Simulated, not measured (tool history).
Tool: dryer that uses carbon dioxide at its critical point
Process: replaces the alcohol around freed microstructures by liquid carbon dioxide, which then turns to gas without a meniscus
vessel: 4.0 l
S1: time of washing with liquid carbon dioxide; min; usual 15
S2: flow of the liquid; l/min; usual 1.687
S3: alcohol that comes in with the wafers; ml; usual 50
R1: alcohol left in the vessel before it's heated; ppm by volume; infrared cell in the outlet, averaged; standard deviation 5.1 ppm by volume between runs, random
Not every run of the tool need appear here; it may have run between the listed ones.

Run 1, hour 0: usual settings. Result: R1 146 ppm by volume.
Run 2, hour 14.7: usual settings. Result: R1 159 ppm by volume.
Run 3, hour 26.4: usual settings. Result: R1 158 ppm by volume.
Run 4, hour 40.3: usual settings. Result: R1 162 ppm by volume.
Run 5, hour 55.6: usual settings. Result: R1 156 ppm by volume.
Run 6, hour 69.5: usual settings. Result: R1 177 ppm by volume.
Run 7, hour 81: usual settings. Result: R1 174 ppm by volume.
Run 8, hour 90.5: usual settings. Result: R1 175 ppm by volume.
Run 9, hour 97.7: usual settings but S3 92 ml. Result: R1 236 ppm by volume.
Run 10, hour 106.3: usual settings but S1 12 min, S2 2.15 l/min, S3 64 ml. Result: R1 185 ppm by volume.
Run 11, hour 119.7: usual settings but S3 83 ml. Result: R1 228 ppm by volume.
Run 12, hour 129: usual settings but S1 11 min, S2 2.58 l/min, S3 25 ml. Result: R1 141 ppm by volume.
Run 13, hour 138.9: usual settings but S1 10 min, S2 1.97 l/min, S3 29 ml. Result: R1 247 ppm by volume.

How would selected steps in R1 from run to run divide? Give the signed amount a tool lacking its hidden state would still show from settings, what came in and random variation, and the signed amount left for the hidden state, including any gauge scatter that is not in both of the compared results.
What the log doesn't record here: flow that reaches the vessel past the clogged filter, %; alcohol in the recycled carbon dioxide, ppm; drift of the gauge itself on alcohol_ppm, %.
Run 12 -> 13: S1 11 -> 10, S2 2.58 -> 1.97, S3 25 -> 29. R1 +106 ppm by volume: hidden state +21, all else +85.
